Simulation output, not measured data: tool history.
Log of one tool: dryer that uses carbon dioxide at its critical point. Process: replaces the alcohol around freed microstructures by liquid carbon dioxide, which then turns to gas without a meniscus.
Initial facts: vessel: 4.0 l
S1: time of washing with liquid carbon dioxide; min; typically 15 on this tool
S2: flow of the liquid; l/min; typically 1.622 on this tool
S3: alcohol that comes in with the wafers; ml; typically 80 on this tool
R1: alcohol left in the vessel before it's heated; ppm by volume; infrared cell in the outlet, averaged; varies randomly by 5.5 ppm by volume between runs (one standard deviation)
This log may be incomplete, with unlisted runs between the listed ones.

run,hour,S1,S2,S3,R1
1,0,15,1.622,80,258
2,38.9,15,1.97,80,125
3,64.5,15,1.97,80,144
# hour 68.9: inlet filter changed
4,111.2,15,1.622,80,206
5,134.5,15,1.622,80,234
6,172.2,15,1.622,80,240
7,204.5,15,1.622,80,272
8,252.1,12,1.622,80,642
9,281.3,12,1.622,80,685
# hour 331.3: inlet filter changed
10,333.1,12,1.622,80,474
11,378.7,12,1.622,80,521
12,417.8,12,1.622,80,564
13,445.1,12,1.4,48,592
14,470.8,15,1.59,82,334
15,498.8,15,1.59,82,354

Predict each of these 4 candidate next runs independently; none follows another, all start after run 15:
A,527.4,13,1.55,78,?
B,527.4,15,1.622,25,?
C,527.4,20,1.59,82,?
D,527.4,15,1.59,55,?

run,R1
A,612
B,188
C,168
D,293
Without the tool's hidden state the same runs would have given:
run,R1
A,351
B,56
C,42
D,126

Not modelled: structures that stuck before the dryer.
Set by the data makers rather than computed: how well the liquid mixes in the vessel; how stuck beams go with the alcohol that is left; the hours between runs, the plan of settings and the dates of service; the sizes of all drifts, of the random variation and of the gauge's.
